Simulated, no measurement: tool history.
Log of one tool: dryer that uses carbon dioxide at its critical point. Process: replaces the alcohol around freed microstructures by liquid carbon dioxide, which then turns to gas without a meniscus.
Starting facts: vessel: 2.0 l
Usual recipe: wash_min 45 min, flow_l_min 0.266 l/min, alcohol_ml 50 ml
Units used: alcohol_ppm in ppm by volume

Run 1, hour 0: usual settings. Result: alcohol_ppm 561 ppm by volume.
Run 2, hour 20.1: usual settings but flow_l_min 0.275 l/min. Result: alcohol_ppm 522 ppm by volume.
Run 3, hour 42.4: usual settings but wash_min 51 min. Result: alcohol_ppm 411 ppm by volume.
Run 4, hour 66.1: usual settings but wash_min 51 min. Result: alcohol_ppm 423 ppm by volume.
Run 5, hour 92.3: usual settings but wash_min 51 min. Result: alcohol_ppm 446 ppm by volume.
Run 6, hour 111.5: usual settings. Result: alcohol_ppm 665 ppm by volume.
Run 7, hour 122.9: usual settings. Result: alcohol_ppm 678 ppm by volume.
Run 8, hour 135.5: usual settings. Result: alcohol_ppm 692 ppm by volume.
At hour 140.7: inlet filter changed.
Run 9, hour 164.3: usual settings but flow_l_min 0.365 l/min. Result: alcohol_ppm 207 ppm by volume.
Run 10, hour 182.9: usual settings. Result: alcohol_ppm 447 ppm by volume.
Run 11, hour 198.8: usual settings. Result: alcohol_ppm 440 ppm by volume.
Run 12, hour 220.4: usual settings. Result: alcohol_ppm 457 ppm by volume.
Run 13, hour 241.4: usual settings but wash_min 47 min, flow_l_min 0.42 l/min, alcohol_ml 76 ml. Result: alcohol_ppm 197 ppm by volume.
Run 14, hour 257: usual settings but wash_min 42 min, flow_l_min 0.228 l/min, alcohol_ml 103 ml. Result: alcohol_ppm 1700 ppm by volume.
At hour 276.9: purifier's bed changed.
Run 15, hour 281.9: usual settings but wash_min 42 min, flow_l_min 0.228 l/min, alcohol_ml 27 ml. Result: alcohol_ppm 419 ppm by volume.
Run 16, hour 303.5: usual settings but wash_min 42 min, flow_l_min 0.228 l/min, alcohol_ml 27 ml. Result: alcohol_ppm 423 ppm by volume.

Run 17 comes next. What will it give?
Run 17, hour 328.5: usual settings but wash_min 39 min, flow_l_min 0.196 l/min. Result: alcohol_ppm ?.

Logged for run 17: alcohol_ppm 1658 ppm by volume.
Minus the tool's unlogged condition, the same run would have read alcohol_ppm 1349 ppm by volume.

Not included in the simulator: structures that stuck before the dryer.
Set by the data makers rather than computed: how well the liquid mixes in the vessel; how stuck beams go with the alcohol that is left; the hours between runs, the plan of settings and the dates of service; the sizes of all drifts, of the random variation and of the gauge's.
